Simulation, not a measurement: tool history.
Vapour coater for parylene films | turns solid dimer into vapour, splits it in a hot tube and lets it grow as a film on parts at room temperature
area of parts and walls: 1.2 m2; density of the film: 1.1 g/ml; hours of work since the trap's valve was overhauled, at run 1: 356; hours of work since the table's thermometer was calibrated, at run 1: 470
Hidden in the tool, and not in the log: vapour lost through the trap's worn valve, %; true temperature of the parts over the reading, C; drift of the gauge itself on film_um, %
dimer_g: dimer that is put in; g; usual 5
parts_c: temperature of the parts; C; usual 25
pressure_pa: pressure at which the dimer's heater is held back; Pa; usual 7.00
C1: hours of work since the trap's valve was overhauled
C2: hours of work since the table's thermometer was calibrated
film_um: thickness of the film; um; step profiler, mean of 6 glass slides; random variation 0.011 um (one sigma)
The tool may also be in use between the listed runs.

Run 1, hour 0.0: usual settings; C1 356; C2 470. Result: film_um 2.14 um.
Run 2, hour 21.1: usual settings; C1 371; C2 484. Result: film_um 2.14 um.
Run 3, hour 31.9: usual settings but parts_c 18 C; C1 378; C2 492. Result: film_um 2.67 um.
Run 4, hour 47.7: usual settings but parts_c 18 C; C1 389; C2 503. Result: film_um 2.64 um.
Run 5, hour 59.1: usual settings but parts_c 18 C; C1 397; C2 511. Result: film_um 2.65 um.
Run 6, hour 68.7: usual settings but parts_c 18 C; C1 404; C2 518. Result: film_um 2.66 um.
Run 7, hour 84.0: usual settings but parts_c 18 C; C1 415; C2 528. Result: film_um 2.66 um.
Run 8, hour 99.0: usual settings but parts_c 18 C; C1 425; C2 539. Result: film_um 2.64 um.
Run 9, hour 114.2: usual settings but parts_c 29 C; C1 436; C2 549. Result: film_um 1.84 um.
Run 10, hour 125.7: usual settings but dimer_g 3 g, parts_c 29 C; C1 444; C2 557. Result: film_um 1.11 um.
Run 11, hour 135.8: usual settings but dimer_g 3 g, parts_c 29 C; C1 451; C2 564. Result: film_um 1.09 um.
Run 12, hour 154.9: usual settings but dimer_g 3 g, parts_c 29 C; C1 464; C2 578. Result: film_um 1.10 um.
Run 13, hour 163.8: usual settings; C1 470; C2 584. Result: film_um 2.10 um.
Run 14, hour 184.0: usual settings; C1 484; C2 598. Result: film_um 2.09 um.
Run 15, hour 204.7: usual settings; C1 499; C2 613. Result: film_um 2.09 um.
Run 16, hour 219.9: usual settings but dimer_g 3 g, parts_c 21 C, pressure_pa 6.67 Pa; C1 510; C2 623. Result: film_um 1.43 um.
Run 17, hour 229.4: usual settings but dimer_g 4 g; C1 516; C2 630. Result: film_um 1.66 um.
Run 18, hour 241.0: usual settings but dimer_g 4 g; C1 524; C2 638. Result: film_um 1.65 um.
At hour 247.0: trap's valve overhauled.
Run 19, hour 258.8: usual settings but dimer_g 4 g; C1 8; C2 648. Result: film_um 1.61 um.
Run 20, hour 268.6: usual settings but dimer_g 4 g; C1 15; C2 655. Result: film_um 1.61 um.
Run 21, hour 287.1: usual settings but parts_c 22 C; C1 28; C2 667. Result: film_um 2.20 um.
Run 22, hour 306.1: usual settings but parts_c 22 C; C1 41; C2 681. Result: film_um 2.19 um.
Run 23, hour 324.7: usual settings but dimer_g 3 g, parts_c 26 C, pressure_pa 11.50 Pa; C1 54; C2 694. Result: film_um 1.11 um.
Run 24, hour 342.1: usual settings but parts_c 36 C, pressure_pa 9.30 Pa; C1 66; C2 706. Result: film_um 1.37 um.
At hour 353.2: trap's valve overhauled, once more.
Run 25, hour 359.1: usual settings but parts_c 36 C, pressure_pa 9.30 Pa; C1 4; C2 715. Result: film_um 1.53 um.
Run 26, hour 372.6: usual settings but dimer_g 3 g, parts_c 26 C; C1 14; C2 724. Result: film_um 1.29 um.
Run 27, hour 384.7: usual settings but dimer_g 3 g, parts_c 26 C; C1 22; C2 733. Result: film_um 1.30 um.
Run 28, hour 399.7: usual settings but dimer_g 3 g, parts_c 26 C; C1 33; C2 743. Result: film_um 1.30 um.

3 ways to go on from here, each from the tool as it stands after run 28. What would each give?
Run A, hour 412.1: usual settings but parts_c 22 C, pressure_pa 6.49 Pa; C1 41; C2 752. Result: film_um ?.
Run B, hour 412.1: usual settings but dimer_g 7 g, parts_c 18 C, pressure_pa 8.30 Pa; C1 41; C2 752. Result: film_um ?.
Run C, hour 412.1: usual settings but parts_c 18 C, pressure_pa 2.04 Pa; C1 41; C2 752. Result: film_um ?.

run  film_um
  A     2.50
  B     3.91
  C     3.09
Without the tool's hidden state the same runs would have given:
run  film_um
  A     2.50
  B     3.90
  C     3.08
